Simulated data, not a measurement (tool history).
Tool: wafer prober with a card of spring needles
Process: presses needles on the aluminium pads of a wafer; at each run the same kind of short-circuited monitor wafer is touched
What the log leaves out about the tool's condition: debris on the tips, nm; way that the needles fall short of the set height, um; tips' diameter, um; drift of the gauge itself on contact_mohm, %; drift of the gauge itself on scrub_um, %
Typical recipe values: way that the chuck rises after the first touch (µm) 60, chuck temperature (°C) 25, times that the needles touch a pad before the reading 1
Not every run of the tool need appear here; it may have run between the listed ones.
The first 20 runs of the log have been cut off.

run	hour	way that the chuck rises after the first touch (µm)	chuck temperature (°C)	times that the needles touch a pad before the reading	touches since the tips were cleaned	cleanings since the card got new needles	touches since the first contact's height was set	resistance of one needle with its contact and lead (mohm)	way that a needle slides on the pad (µm)
# hour 249.7: tips cleaned on abrasive film
21	255.4	78	56	2	2424	31	70105	260	18.90
22	262.7	78	42	1	5471	31	73152	251	18.94
# hour 269.9: tips cleaned on abrasive film
23	280.4	62	28	2	4402	32	80567	260	15.11
# hour 290.3: tips cleaned on abrasive film
24	292.2	73	118	3	816	33	85513	274	17.81
25	301.4	73	118	1	4695	33	89392	279	17.83
# hour 310.9: tips cleaned on abrasive film
26	315.0	60	25	2	1722	34	95091	254	14.67
27	327.3	60	25	2	6876	34	100245	256	14.68
# hour 331.2: tips cleaned on abrasive film
28	334.8	60	25	2	1547	35	103395	258	14.69
29	347.2	57	82	3	6777	35	108625	277	13.96
# hour 351.6: tips cleaned on abrasive film
30	356.3	60	87	1	1990	36	112391	277	14.76
31	370.0	59	81	3	7789	36	118190	272	14.51
# hour 373.2: tips cleaned on abrasive film
32	384.3	59	81	3	4660	37	124160	277	14.50
# hour 393.8: tips cleaned on abrasive film
33	395.6	48	65	2	763	38	128871	278	11.80

4 ways to go on from here, each from the tool as it stands after run 33. What would each give?
A	410.6	49	38	2	7073	38	135181	?	?
B	410.6	60	25	1	7073	38	135181	?	?
C	410.6	60	40	1	7073	38	135181	?	?
D	410.6	55	32	2	7073	38	135181	?	?

run	resistance of one needle with its contact and lead (mohm)	way that a needle slides on the pad (µm)
A	268	12.10
B	255	14.77
C	261	14.77
D	261	13.59
Take away the tool's hidden state, keep each run's random variation, and the runs would have read:
run	resistance of one needle with its contact and lead (mohm)	way that a needle slides on the pad (µm)
A	268	11.89
B	255	14.52
C	261	14.52
D	260	13.35

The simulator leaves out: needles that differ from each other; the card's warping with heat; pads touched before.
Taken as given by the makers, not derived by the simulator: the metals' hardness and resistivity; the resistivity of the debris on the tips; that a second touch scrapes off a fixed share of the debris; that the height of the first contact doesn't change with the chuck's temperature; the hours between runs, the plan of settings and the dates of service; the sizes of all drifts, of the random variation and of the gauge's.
